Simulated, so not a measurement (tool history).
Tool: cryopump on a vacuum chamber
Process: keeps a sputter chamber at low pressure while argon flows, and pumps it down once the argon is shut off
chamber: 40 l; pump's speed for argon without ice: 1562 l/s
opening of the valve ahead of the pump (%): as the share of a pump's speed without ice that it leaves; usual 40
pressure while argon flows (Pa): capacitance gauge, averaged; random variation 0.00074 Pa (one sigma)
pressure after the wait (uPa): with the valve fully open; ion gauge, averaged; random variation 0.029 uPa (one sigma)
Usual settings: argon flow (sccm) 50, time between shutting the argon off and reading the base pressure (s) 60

run   hour  argon flow (sccm)  time between shutting the argon off and reading the base pressure (s)  opening of the valve ahead of the pump (%)  pressure while argon flows (Pa)  pressure after the wait (uPa)
  1    0.0                 50                                                                     60                                          40                           0.1380                           2.92
  2   24.0                 50                                                                     60                                          22                           0.2505                           3.06
  3   53.1                 50                                                                     52                                          40                           0.1405                           3.25
  4   87.7                 50                                                                     55                                          40                           0.1387                           3.25
  5  122.0                 50                                                                     55                                          40                           0.1402                           3.19
  6  163.7                 50                                                                     55                                          40                           0.1412                           3.30
  7  197.2                 50                                                                     55                                          40                           0.1404                           3.37
  8  238.0                 50                                                                     55                                          40                           0.1405                           3.42
  9  267.4                 50                                                                     60                                          24                           0.2320                           3.41
 10  293.2                 50                                                                     60                                          50                           0.1137                           3.31
 11  335.9                 50                                                                     60                                          50                           0.1154                           3.47
 12  381.8                 50                                                                     60                                          50                           0.1139                           3.57
 13  426.4                 50                                                                     60                                          40                           0.1428                           3.44
 14  463.3                 50                                                                     60                                          40                           0.1432                           3.73
 15  491.4                 50                                                                    256                                          40                           0.1430                           2.73
 16  513.9                 50                                                                    256                                          40                           0.1433                           2.84
 17  541.9                 71                                                                     80                                          40                           0.2016                           3.52
 18  580.1                 65                                                                     80                                          24                           0.3060                           3.54
 19  611.1                 50                                                                     80                                          47                           0.1234                           3.50
 20  641.1                 50                                                                     80                                          47                           0.1242                           3.59
 21  685.7                 99                                                                     84                                          40                           0.2866                           3.65
 22  719.9                 99                                                                     84                                          40                           0.2875                           3.76
 23  761.4                 35                                                                     65                                          40                           0.1018                           4.05
 24  791.6                 38                                                                     61                                          40                           0.1125                           4.15
 25  837.5                 38                                                                     61                                          40                           0.1112                           4.33
     846.5  -- leaking fittings of the chamber tightened, without venting
 26  867.5                 38                                                                     61                                          40                           0.1118                           1.44
 27  905.1                 50                                                                    155                                          15                           0.3729                           0.78
 28  930.9                 50                                                                    155                                          15                           0.3711                           0.82
 29  971.5                 50                                                                    155                                          15                           0.3726                           0.86

Some steps in pressure while argon flows (Pa) between neighbouring runs. How much of each would the tool show without its hidden state too (settings, what came in, random variation), and how much is left for the hidden state, with any gauge scatter that isn't in both results?
The hidden state here: pump's speed, % of a pump's without ice; cold plate's temperature, K; leak into the chamber, uPa l/s; drift of the gauge itself on working_pa, %; drift of the gauge itself on base_upa, %.
Run 20 -> 21: argon flow (sccm) 50 -> 99, time between shutting the argon off and reading the base pressure (s) 80 -> 84, opening of the valve ahead of the pump (%) 47 -> 40. pressure while argon flows (Pa) +0.1624: hidden state +0.0097, all else +0.1527.
Run 22 -> 23: argon flow (sccm) 99 -> 35, time between shutting the argon off and reading the base pressure (s) 84 -> 65. pressure while argon flows (Pa) -0.1857: hidden state -0.0124, all else -0.1733.
Run 26 -> 27: argon flow (sccm) 38 -> 50, time between shutting the argon off and reading the base pressure (s) 61 -> 155, opening of the valve ahead of the pump (%) 40 -> 15. pressure while argon flows (Pa) +0.2611: hidden state +0.0031, all else +0.2580.
